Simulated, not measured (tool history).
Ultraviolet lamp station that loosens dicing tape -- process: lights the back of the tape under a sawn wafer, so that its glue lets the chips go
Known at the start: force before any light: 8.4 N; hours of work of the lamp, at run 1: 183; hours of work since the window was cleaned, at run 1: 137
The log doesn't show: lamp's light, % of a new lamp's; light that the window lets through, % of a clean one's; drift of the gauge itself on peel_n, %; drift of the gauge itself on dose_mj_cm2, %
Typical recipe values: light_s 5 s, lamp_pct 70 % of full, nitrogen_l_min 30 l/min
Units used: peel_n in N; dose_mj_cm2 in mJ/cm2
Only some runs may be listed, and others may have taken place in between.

run   hour  light_s  lamp_pct  nitrogen_l_min  hours of work of the lamp  hours of work since the window was cleaned  peel_n  dose_mj_cm2
  1      0        5        70              30                        183                                         137   0.256          290
  2      7        5        72              30                        188                                         143   0.243          289
  3   13.7        5        72              30                        193                                         148   0.242          295
  4   20.8        5        72              30                        198                                         153   0.238          295
  5   26.9        8        70              30                        203                                         158   0.121          456
  6   36.4        8        70              30                        210                                         165   0.109          454
  7     44        8        62              30                        216                                         170   0.127          403
  8   49.1        8        62              30                        219                                         174    0.13          405
  9   58.6        5        70              10                        226                                         181   0.773          287
 10   66.9        5        67              30                        233                                         188   0.293          273
 11   73.8        5        67              30                        238                                         193   0.287          270
 12   79.2        5        67              30                        242                                         197   0.305          273
      80.4  -- window cleaned of glue's vapour
 13   84.8        6        70              30                        246                                           3    0.17          338
 14   91.1        6        70              30                        250                                           8   0.179          337
 15  100.8        5        70              30                        258                                          15   0.265          282
 16  107.8        8        70              15                        263                                          20   0.172          453
 17    113        2        66              11                        267                                          24   3.151          103
 18  117.3        3        67              14                        270                                          28   1.679          163
 19  124.6        3        67              14                        276                                          33   1.721          164
 20  132.9        2        63              17                        282                                          39   2.872           99
     136.6  -- window cleaned of glue's vapour, once more
 21  140.6        2        63              17                        287                                           3   2.744          103
 22  147.5        3        67              31                        292                                           8   0.932          171
 23  155.8        3        67              25                        298                                          14   1.092          165
 24    163        8        67              41                        304                                          20   0.112          445
 25  172.1        8        67              12                        311                                          27   0.246          442
 26  180.1        8        71              55                        317                                          33   0.103          463
 27  186.2        4        70              33                        321                                          37    0.41          229
 28  193.8        9        76              13                        327                                          43   0.142          552
 29  202.6        2        68              54                        333                                          49   1.312          112

Hidden state or all else? Some run-to-run changes of peel_n, split into what the settings, what came in and random variation would give without the hidden state, and what is left for the hidden state (with any gauge scatter that isn't in both results):
Run 16 -> 17: light_s 8 -> 2, lamp_pct 70 -> 66, nitrogen_l_min 15 -> 11. peel_n +2.979 N: hidden state +0.217, all else +2.762.
Run 21 -> 22: light_s 2 -> 3, lamp_pct 63 -> 67, nitrogen_l_min 17 -> 31. peel_n -1.812 N: hidden state -0.057, all else -1.755.
Run 28 -> 29: light_s 9 -> 2, lamp_pct 76 -> 68, nitrogen_l_min 13 -> 54. peel_n +1.17 N: hidden state +0.134, all else +1.036.

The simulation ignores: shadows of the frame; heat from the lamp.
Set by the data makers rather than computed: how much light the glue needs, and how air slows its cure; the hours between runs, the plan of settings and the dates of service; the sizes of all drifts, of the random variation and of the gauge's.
